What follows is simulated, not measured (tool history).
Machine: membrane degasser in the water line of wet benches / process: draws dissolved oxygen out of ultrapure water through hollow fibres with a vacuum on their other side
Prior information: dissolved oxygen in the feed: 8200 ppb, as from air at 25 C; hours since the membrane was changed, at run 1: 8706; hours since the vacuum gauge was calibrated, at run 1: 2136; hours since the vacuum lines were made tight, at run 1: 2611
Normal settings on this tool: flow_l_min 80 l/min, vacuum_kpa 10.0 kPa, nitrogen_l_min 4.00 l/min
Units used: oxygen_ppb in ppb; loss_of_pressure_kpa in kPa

run      day  flow_l_min  vacuum_kpa  nitrogen_l_min  hours since the membrane was changed  hours since the vacuum gauge was calibrated  hours since the vacuum lines were made tight  oxygen_ppb  loss_of_pressure_kpa
  1    0.000          80        10.0            4.00                                  8706                                         2136                                          2611       337.6                 66.97
  2    5.971          80        10.0            4.00                                  8849                                         2279                                          2755       328.3                 67.00
      11.542  -- seals of the vacuum lines changed
  3   13.183          80        10.0            4.00                                  9020                                         2451                                            39       328.5                 67.09
      24.529  -- membrane cartridge changed
  4   24.804          80        10.0            4.00                                     7                                         2726                                           314       332.7                 66.95
  5   34.783          80        10.0            4.00                                   246                                         2965                                           554       328.5                 67.12
  6   40.504          80        10.0            4.00                                   383                                         3102                                           691       333.3                 66.47
  7   47.358          78        10.0            4.00                                   548                                         3267                                           856       327.7                 64.62
  8   57.933          80        10.9            4.00                                   802                                         3521                                          1109       363.3                 66.72
      66.221  -- vacuum gauge calibrated
  9   66.221          80        10.9            4.00                                  1000                                            0                                          1308       372.8                 67.13
 10   74.438          80        10.9            4.00                                  1197                                          197                                          1505       367.0                 66.18
 11   79.967          80        10.0            4.00                                  1330                                          330                                          1638       335.2                 67.07
 12   87.421          80        10.0            4.00                                  1509                                          509                                          1817       332.6                 66.58
 13   94.421          80        10.0            4.00                                  1677                                          677                                          1985       337.0                 66.67
 14  105.700          80        16.6            4.00                                  1948                                          948                                          2255       592.1                 66.82
 15  111.762          63        10.0            4.00                                  2093                                         1093                                          2401       260.2                 52.46
 16  117.962          63        10.0            6.30                                  2242                                         1242                                          2550       177.8                 52.05
 17  129.925          63        10.0            6.30                                  2529                                         1529                                          2837       181.0                 52.66
     132.308  -- seals of the vacuum lines changed
 18  135.667          85        17.0           10.44                                  2665                                         1665                                            81       300.9                 70.14
 19  147.279          88        17.0           10.44                                  2943                                         1943                                           359       315.3                 72.57
 20  154.946          67        17.0            5.01                                  3127                                         2127                                           543       432.7                 54.85
 21  164.546          67        17.0            5.01                                  3358                                         2358                                           774       427.5                 55.37
 22  170.088         114        17.0           11.37                                  3491                                         2491                                           907       397.6                 94.07
 23  180.688         100        10.0           10.61                                  3745                                         2745                                          1161       218.7                 82.08
 24  189.250          90        11.6            4.00                                  3951                                         2951                                          1367       446.0                 73.84
 25  201.958          68        11.6            4.00                                  4256                                         3256                                          1672       344.3                 55.91
 26  207.317          68        11.6            4.00                                  4384                                         3384                                          1800       342.7                 55.58
 27  215.121          54        22.6            1.81                                  4572                                         3572                                          1987      1088.5                 43.88
     221.579  -- vacuum gauge calibrated
 28  222.542          54        10.0            8.53                                  4749                                           23                                          2165       117.2                 44.31
 29  229.612          54        10.0            8.53                                  4919                                          193                                          2335       116.6                 44.47
 30  241.588          78        12.2            4.29                                  5206                                          480                                          2622       385.9                 63.58
     252.821  -- seals of the vacuum lines changed
 31  254.062          64        13.5            4.00                                  5504                                          778                                            30       380.2                 52.48
 32  260.058          73         8.3            3.99                                  5648                                          922                                           174       238.6                 59.67
 33  266.100         111        12.6            3.74                                  5793                                         1067                                           319       621.2                 91.39

3 options for the next run, each taken on its own from the tool as it stands now. Forecast them:
  A  271.662          99        10.0            4.00                                  5926                                         1200                                           452           ?                     ?
  B  271.662          48        19.8            2.39                                  5926                                         1200                                           452           ?                     ?
  C  271.662          71        12.6            5.05                                  5926                                         1200                                           452           ?                     ?

run  oxygen_ppb  loss_of_pressure_kpa
  A       417.8                 80.80
  B       696.3                 39.37
  C       325.4                 58.16
With no hidden state in the tool, these same runs would have given:
run  oxygen_ppb  loss_of_pressure_kpa
  A       417.1                 82.77
  B       696.0                 40.33
  C       325.1                 59.59
